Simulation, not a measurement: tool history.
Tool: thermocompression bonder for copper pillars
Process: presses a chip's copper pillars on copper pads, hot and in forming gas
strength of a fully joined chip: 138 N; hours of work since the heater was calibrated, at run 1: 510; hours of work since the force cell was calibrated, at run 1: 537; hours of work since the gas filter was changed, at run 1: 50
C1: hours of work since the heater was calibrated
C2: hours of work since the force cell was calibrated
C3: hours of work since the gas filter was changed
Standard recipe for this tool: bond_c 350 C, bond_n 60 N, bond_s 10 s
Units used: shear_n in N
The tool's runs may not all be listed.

run 1 hour=0.0 | bond_c=350 bond_n=60 bond_s=10 | C1=510 C2=537 C3=50 | shear_n=89.6
-- hour=36.4 heater calibrated with a thermocouple chip
run 2 hour=62.9 | bond_c=350 bond_n=60 bond_s=10 | C1=17 C2=576 C3=89 | shear_n=87.3
-- hour=132.8 forming gas filter changed
run 3 hour=132.8 | bond_c=350 bond_n=60 bond_s=10 | C1=61 C2=620 C3=0 | shear_n=89.0
run 4 hour=170.8 | bond_c=350 bond_n=60 bond_s=10 | C1=86 C2=644 C3=24 | shear_n=89.2
run 5 hour=223.3 | bond_c=350 bond_n=60 bond_s=10 | C1=119 C2=678 C3=58 | shear_n=87.9
run 6 hour=269.9 | bond_c=377 bond_n=60 bond_s=10 | C1=149 C2=708 C3=88 | shear_n=98.4
run 7 hour=325.8 | bond_c=350 bond_n=60 bond_s=10 | C1=185 C2=744 C3=124 | shear_n=89.6
-- hour=340.8 forming gas filter changed
run 8 hour=369.0 | bond_c=350 bond_n=60 bond_s=10 | C1=212 C2=771 C3=18 | shear_n=87.6
run 9 hour=405.4 | bond_c=350 bond_n=60 bond_s=10 | C1=235 C2=794 C3=41 | shear_n=89.1
run 10 hour=466.7 | bond_c=350 bond_n=60 bond_s=10 | C1=275 C2=833 C3=81 | shear_n=87.7
run 11 hour=533.2 | bond_c=350 bond_n=60 bond_s=10 | C1=317 C2=876 C3=123 | shear_n=88.1
-- hour=548.4 forming gas filter changed
run 12 hour=579.7 | bond_c=350 bond_n=60 bond_s=10 | C1=347 C2=905 C3=20 | shear_n=88.2
run 13 hour=625.0 | bond_c=350 bond_n=60 bond_s=10 | C1=376 C2=934 C3=49 | shear_n=89.4
run 14 hour=663.6 | bond_c=350 bond_n=60 bond_s=28 | C1=400 C2=959 C3=74 | shear_n=114.2
run 15 hour=706.9 | bond_c=350 bond_n=60 bond_s=28 | C1=428 C2=987 C3=101 | shear_n=112.4
run 16 hour=745.5 | bond_c=350 bond_n=60 bond_s=28 | C1=453 C2=1011 C3=126 | shear_n=110.8
-- hour=755.9 forming gas filter changed
run 17 hour=814.2 | bond_c=350 bond_n=60 bond_s=28 | C1=496 C2=1055 C3=37 | shear_n=112.2
run 18 hour=856.3 | bond_c=350 bond_n=60 bond_s=28 | C1=523 C2=1082 C3=64 | shear_n=111.5
-- hour=868.7 heater calibrated with a thermocouple chip
run 19 hour=891.1 | bond_c=350 bond_n=60 bond_s=28 | C1=14 C2=1103 C3=85 | shear_n=111.4
run 20 hour=952.5 | bond_c=359 bond_n=61 bond_s=6 | C1=54 C2=1142 C3=124 | shear_n=80.1
-- hour=965.1 forming gas filter changed
run 21 hour=1001.9 | bond_c=359 bond_n=61 bond_s=6 | C1=85 C2=1174 C3=24 | shear_n=79.9
run 22 hour=1061.1 | bond_c=326 bond_n=87 bond_s=9 | C1=123 C2=1211 C3=61 | shear_n=86.9
run 23 hour=1092.6 | bond_c=326 bond_n=87 bond_s=9 | C1=143 C2=1232 C3=82 | shear_n=88.0
run 24 hour=1125.1 | bond_c=348 bond_n=40 bond_s=22 | C1=164 C2=1252 C3=102 | shear_n=91.1
-- hour=1171.8 forming gas filter changed
run 25 hour=1171.8 | bond_c=348 bond_n=48 bond_s=22 | C1=193 C2=1282 C3=0 | shear_n=98.0
run 26 hour=1216.3 | bond_c=372 bond_n=59 bond_s=22 | C1=222 C2=1310 C3=28 | shear_n=112.4
run 27 hour=1273.8 | bond_c=353 bond_n=60 bond_s=5 | C1=259 C2=1347 C3=65 | shear_n=72.7
run 28 hour=1305.6 | bond_c=380 bond_n=37 bond_s=25 | C1=279 C2=1368 C3=86 | shear_n=105.9
run 29 hour=1358.2 | bond_c=380 bond_n=42 bond_s=19 | C1=313 C2=1401 C3=119 | shear_n=103.7
-- hour=1380.2 forming gas filter changed
run 30 hour=1412.4 | bond_c=338 bond_n=41 bond_s=25 | C1=347 C2=1436 C3=21 | shear_n=90.6
run 31 hour=1455.0 | bond_c=338 bond_n=41 bond_s=25 | C1=374 C2=1463 C3=48 | shear_n=91.6
run 32 hour=1508.3 | bond_c=362 bond_n=37 bond_s=6 | C1=408 C2=1497 C3=82 | shear_n=65.7
run 33 hour=1560.7 | bond_c=364 bond_n=37 bond_s=6 | C1=442 C2=1531 C3=116 | shear_n=64.3
-- hour=1587.0 forming gas filter changed
run 34 hour=1625.9 | bond_c=357 bond_n=57 bond_s=23 | C1=483 C2=1572 C3=25 | shear_n=110.4
-- hour=1646.0 force cell calibrated
run 35 hour=1677.7 | bond_c=357 bond_n=71 bond_s=23 | C1=515 C2=20 C3=57 | shear_n=116.5
-- hour=1704.8 heater calibrated with a thermocouple chip
run 36 hour=1737.7 | bond_c=376 bond_n=87 bond_s=10 | C1=21 C2=57 C3=94 | shear_n=111.5
run 37 hour=1775.1 | bond_c=376 bond_n=87 bond_s=10 | C1=45 C2=81 C3=118 | shear_n=113.0
-- hour=1797.8 forming gas filter changed
run 38 hour=1841.9 | bond_c=350 bond_n=49 bond_s=6 | C1=87 C2=124 C3=28 | shear_n=68.8

3 options for the next run, each taken on its own from the tool as it stands now. Forecast them:
run A hour=1910.7 | bond_c=350 bond_n=73 bond_s=10 | C1=131 C2=168 C3=72 | shear_n=?
run B hour=1910.7 | bond_c=350 bond_n=49 bond_s=19 | C1=131 C2=168 C3=72 | shear_n=?
run C hour=1910.7 | bond_c=344 bond_n=60 bond_s=6 | C1=131 C2=168 C3=72 | shear_n=?

run=A shear_n=94.3
run=B shear_n=97.8
run=C shear_n=73.2
With no hidden state in the tool, these same runs would have given:
run=A shear_n=94.6
run=B shear_n=98.1
run=C shear_n=73.4

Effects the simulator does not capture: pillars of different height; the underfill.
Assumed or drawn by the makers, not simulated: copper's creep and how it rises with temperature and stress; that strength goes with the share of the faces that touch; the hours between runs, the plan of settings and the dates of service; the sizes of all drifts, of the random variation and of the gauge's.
